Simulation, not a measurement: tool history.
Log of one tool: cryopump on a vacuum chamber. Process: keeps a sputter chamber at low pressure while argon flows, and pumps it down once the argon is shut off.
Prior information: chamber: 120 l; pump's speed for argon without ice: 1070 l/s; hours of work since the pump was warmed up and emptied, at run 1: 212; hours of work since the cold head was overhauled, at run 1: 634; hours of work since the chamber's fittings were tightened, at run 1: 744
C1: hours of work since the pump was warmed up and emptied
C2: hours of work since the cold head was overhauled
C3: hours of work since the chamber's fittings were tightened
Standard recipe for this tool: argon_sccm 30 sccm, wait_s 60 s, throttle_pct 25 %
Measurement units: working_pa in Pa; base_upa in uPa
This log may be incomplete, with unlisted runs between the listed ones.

run 1 hour=0.0 | argon_sccm=30 wait_s=60 throttle_pct=25 | C1=212 C2=634 C3=744 | working_pa=0.1954 base_upa=1.94
run 2 hour=110.1 | argon_sccm=30 wait_s=60 throttle_pct=25 | C1=266 C2=687 C3=798 | working_pa=0.1955 base_upa=1.90
run 3 hour=227.7 | argon_sccm=30 wait_s=60 throttle_pct=25 | C1=323 C2=745 C3=855 | working_pa=0.1984 base_upa=2.01
run 4 hour=324.2 | argon_sccm=30 wait_s=60 throttle_pct=25 | C1=370 C2=792 C3=902 | working_pa=0.2013 base_upa=2.03
-- hour=401.9 pump warmed up, emptied and cooled again
run 5 hour=409.6 | argon_sccm=30 wait_s=60 throttle_pct=25 | C1=4 C2=831 C3=941 | working_pa=0.1907 base_upa=1.88
run 6 hour=508.4 | argon_sccm=30 wait_s=60 throttle_pct=25 | C1=52 C2=879 C3=990 | working_pa=0.1895 base_upa=1.97
run 7 hour=567.2 | argon_sccm=38 wait_s=60 throttle_pct=25 | C1=81 C2=908 C3=1018 | working_pa=0.2427 base_upa=1.96
run 8 hour=662.9 | argon_sccm=19 wait_s=60 throttle_pct=52 | C1=127 C2=955 C3=1065 | working_pa=0.0598 base_upa=2.09
run 9 hour=718.9 | argon_sccm=27 wait_s=87 throttle_pct=25 | C1=155 C2=982 C3=1092 | working_pa=0.1750 base_upa=1.80
run 10 hour=848.5 | argon_sccm=27 wait_s=87 throttle_pct=25 | C1=218 C2=1045 C3=1156 | working_pa=0.1747 base_upa=1.81
run 11 hour=956.3 | argon_sccm=12 wait_s=27 throttle_pct=58 | C1=270 C2=1098 C3=1208 | working_pa=0.0349 base_upa=3.40
run 12 hour=1042.8 | argon_sccm=32 wait_s=60 throttle_pct=27 | C1=313 C2=1140 C3=1250 | working_pa=0.1952 base_upa=2.37
run 13 hour=1097.2 | argon_sccm=23 wait_s=125 throttle_pct=46 | C1=339 C2=1167 C3=1277 | working_pa=0.0874 base_upa=1.81
run 14 hour=1215.7 | argon_sccm=23 wait_s=125 throttle_pct=46 | C1=397 C2=1224 C3=1335 | working_pa=0.0873 base_upa=1.96

For each entry between runs, how does the tool's hidden state at the last listed run before it compare with that at the first listed run after it?
From run 4 to run 5: pump warmed up, emptied and cooled again (hour 401.9)
  pump's speed, % of a pump's without ice: 81.4 -> 99.7; cold plate's temperature, K: 12.38 -> 12.4; leak into the chamber, uPa l/s: 968 -> 996
  measured minus no-state result, working_pa: +0.0114 -> +0.0005 Pa; base_upa: +0.83 -> +0.65 uPa
